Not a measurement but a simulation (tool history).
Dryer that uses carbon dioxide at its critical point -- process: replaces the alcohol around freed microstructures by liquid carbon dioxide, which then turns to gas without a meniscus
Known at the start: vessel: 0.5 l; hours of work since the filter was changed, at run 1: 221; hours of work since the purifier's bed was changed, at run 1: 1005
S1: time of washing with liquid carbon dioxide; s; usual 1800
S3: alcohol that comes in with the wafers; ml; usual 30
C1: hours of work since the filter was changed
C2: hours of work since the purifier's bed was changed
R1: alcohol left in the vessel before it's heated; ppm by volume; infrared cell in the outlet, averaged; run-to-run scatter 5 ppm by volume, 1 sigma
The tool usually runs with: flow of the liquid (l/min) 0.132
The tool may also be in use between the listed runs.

Run 1, hour 0.0: usual settings; C1 221; C2 1005. Result: R1 187 ppm by volume.
At hour 26.0: inlet filter changed.
Run 2, hour 34.8: usual settings; C1 6; C2 1028. Result: R1 159 ppm by volume.
At hour 42.1: purifier's bed changed.
Run 3, hour 77.7: usual settings; C1 34; C2 25. Result: R1 52 ppm by volume.
Run 4, hour 102.3: usual settings; C1 52; C2 42. Result: R1 54 ppm by volume.
Run 5, hour 121.6: usual settings; C1 65; C2 56. Result: R1 58 ppm by volume.
Run 6, hour 142.1: usual settings but flow of the liquid (l/min) 0.083; C1 80; C2 70. Result: R1 666 ppm by volume.
Run 7, hour 182.4: usual settings but S1 1740 s, flow of the liquid (l/min) 0.110; C1 108; C2 99. Result: R1 212 ppm by volume.

Expected results for the next run?
Run 8, hour 208.3: usual settings but S1 1740 s, flow of the liquid (l/min) 0.110; C1 126; C2 117. Result: R1 ?.

Run 8 came out at R1 231 ppm by volume.
Were there no unlogged condition in the tool, this run, its random variation unchanged, would have produced R1 169 ppm by volume.

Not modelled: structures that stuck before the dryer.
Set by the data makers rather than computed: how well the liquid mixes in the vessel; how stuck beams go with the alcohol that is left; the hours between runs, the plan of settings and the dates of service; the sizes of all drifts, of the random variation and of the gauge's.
